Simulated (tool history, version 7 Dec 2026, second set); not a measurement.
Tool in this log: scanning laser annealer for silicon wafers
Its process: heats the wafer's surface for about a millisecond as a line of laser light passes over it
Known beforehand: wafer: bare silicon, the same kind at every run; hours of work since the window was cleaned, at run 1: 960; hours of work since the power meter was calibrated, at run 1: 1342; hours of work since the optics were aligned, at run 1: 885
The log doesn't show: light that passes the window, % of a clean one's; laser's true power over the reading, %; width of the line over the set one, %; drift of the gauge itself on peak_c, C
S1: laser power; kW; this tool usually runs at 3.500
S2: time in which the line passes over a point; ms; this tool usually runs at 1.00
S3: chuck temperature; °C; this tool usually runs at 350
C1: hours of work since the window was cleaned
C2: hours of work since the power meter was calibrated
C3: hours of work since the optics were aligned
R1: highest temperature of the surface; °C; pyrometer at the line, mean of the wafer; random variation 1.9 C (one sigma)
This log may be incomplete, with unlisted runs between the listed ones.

| run | hour | S1 | S2 | S3 | C1 | C2 | C3 | R1 |
|---|---|---|---|---|---|---|---|---|
| 1 | 0.0 | 3.500 | 1.00 | 350 | 960 | 1342 | 885 | 1073 |
|  | 20.0 | window over the wafer cleaned |
| 2 | 66.2 | 3.500 | 1.21 | 350 | 35 | 1390 | 933 | 1188 |
| 3 | 131.1 | 3.500 | 1.00 | 350 | 83 | 1438 | 982 | 1101 |
|  | 191.2 | optics aligned, line set to its width |
| 4 | 213.8 | 3.500 | 1.00 | 350 | 142 | 1497 | 17 | 1119 |
| 5 | 295.8 | 3.500 | 1.00 | 350 | 203 | 1558 | 78 | 1116 |
| 6 | 354.4 | 3.500 | 1.00 | 350 | 247 | 1602 | 122 | 1111 |
| 7 | 423.2 | 3.500 | 0.98 | 312 | 299 | 1654 | 174 | 1065 |
| 8 | 482.5 | 3.639 | 1.00 | 372 | 343 | 1698 | 218 | 1160 |

Expected results for the next run?
| 9 | 533.6 | 3.733 | 1.00 | 368 | 381 | 1736 | 257 | ? |

Run 9 measured R1 1179 °C.
On a tool with no hidden condition, and with the same random variation, this run would have come out at R1 1199 °C.
